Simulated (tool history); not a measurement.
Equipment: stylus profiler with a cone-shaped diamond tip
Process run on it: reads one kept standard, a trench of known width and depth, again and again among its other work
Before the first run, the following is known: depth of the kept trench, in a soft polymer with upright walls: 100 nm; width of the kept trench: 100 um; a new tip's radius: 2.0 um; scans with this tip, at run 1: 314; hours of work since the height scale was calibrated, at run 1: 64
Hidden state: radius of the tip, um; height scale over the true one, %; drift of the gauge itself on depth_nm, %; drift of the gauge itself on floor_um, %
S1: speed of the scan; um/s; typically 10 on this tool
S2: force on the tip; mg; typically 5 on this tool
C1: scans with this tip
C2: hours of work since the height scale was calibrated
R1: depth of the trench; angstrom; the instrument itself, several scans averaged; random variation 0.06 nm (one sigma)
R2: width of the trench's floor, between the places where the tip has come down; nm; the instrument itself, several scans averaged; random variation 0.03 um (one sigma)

run,hour,S1,S2,C1,C2,R1,R2
1,0,10,5,314,64,1026.2,98680
2,27.7,10,5,383,78,1025.7,98670
3,50.1,10,5,439,89,1026.2,98650
4,79.5,10,5,513,104,1026.8,98660
5,103.7,10,5,573,116,1025.5,98610
6,129.4,10,5,638,130,1026.9,98670
7,154.8,10,5,701,142,1026.4,98590
8,170.6,10,5,741,150,1026.8,98550
9,191.2,15,5,792,161,1027.1,98600
10,207.2,15,5,832,169,1026.5,98630
11,223.6,15,5,873,177,1026.4,98630
12,247.2,10,13.69,933,189,1050.7,98590
13,271.9,2,5,994,202,1027.1,98630
14,296.8,2,5,1057,215,1027.6,98590
15,311.6,20,5,1094,222,1026.4,98550
16,333.3,10,4.03,1148,233,1024.2,98590
17,348.6,10,7.45,1186,241,1035.1,98540
18,363.7,10,7.45,1224,249,1035.2,98530
19,388.9,10,7.45,1287,261,1035.5,98580
20,409.9,10,7.45,1340,272,1034.4,98580
21,424.3,10,5,1376,280,1026.9,98550
22,443.4,5,6.33,1424,289,1031.9,98520
# hour 446.5: height scale calibrated on a step standard
23,464,3,6.33,1474,9,1031.9,98500
24,486,3,6.33,1529,20,1032.6,98540
# hour 502.1: height scale calibrated on a step standard, once more
25,515,4,4.64,1600,7,1025.2,98510
26,529.8,10,4.64,1637,14,1023.3,98480
27,551.3,10,2.23,1691,25,1015,98490
28,569.6,26,2.76,1737,34,1018,98420
29,583,36,1.91,1770,41,1014,98400
30,606.9,5,4.29,1830,53,1022.5,98480
31,619,17,3.15,1861,59,1019.6,98430
32,646.7,29,3.18,1930,73,1019.5,98440
33,670.8,8,1.76,1990,86,1013.5,98460
34,688.3,5,9.75,2034,95,1040.9,98410
35,708.4,5,9.75,2084,105,1040.4,98440
36,726.6,35,3.96,2130,114,1022,98420
37,746.9,10,5.61,2181,124,1027,98450
38,773,10,5.61,2246,138,1027.7,98360
39,797.5,10,5.61,2307,150,1028.8,98410
40,816.3,10,5.61,2355,160,1027.1,98420
41,836.9,16,4.24,2406,170,1023.7,98410
42,856.1,8,5,2454,180,1026.3,98400

Some steps in R1, run to run, broken into two amounts with sign: the step expected even without the hidden condition (settings, incoming material, random variation), and the rest, left for the hidden condition together with whatever gauge scatter is not in both the measured and the hidden-condition-free result:
Run 2 -> 3: settings left as they were, no log entry in between. R1 +0.5 angstrom: hidden state +0.1, all else +0.4.
Run 11 -> 12: S1 15 -> 10, S2 5 -> 13.69. R1 +24.3 angstrom: hidden state +0.1, all else +24.2.
Run 12 -> 13: S1 10 -> 2, S2 13.69 -> 5. R1 -23.6 angstrom: hidden state +0, all else -23.6.
Run 22 -> 23: S1 5 -> 3, height scale calibrated on a step standard. R1 +0 angstrom: hidden state +0.5, all else -0.5.
Run 24 -> 25: S1 3 -> 4, S2 6.33 -> 4.64, height scale calibrated on a step standard, once more. R1 -7.4 angstrom: hidden state -1.8, all else -5.6.
Run 33 -> 34: S1 8 -> 5, S2 1.76 -> 9.75. R1 +27.4 angstrom: hidden state +0.1, all else +27.3.

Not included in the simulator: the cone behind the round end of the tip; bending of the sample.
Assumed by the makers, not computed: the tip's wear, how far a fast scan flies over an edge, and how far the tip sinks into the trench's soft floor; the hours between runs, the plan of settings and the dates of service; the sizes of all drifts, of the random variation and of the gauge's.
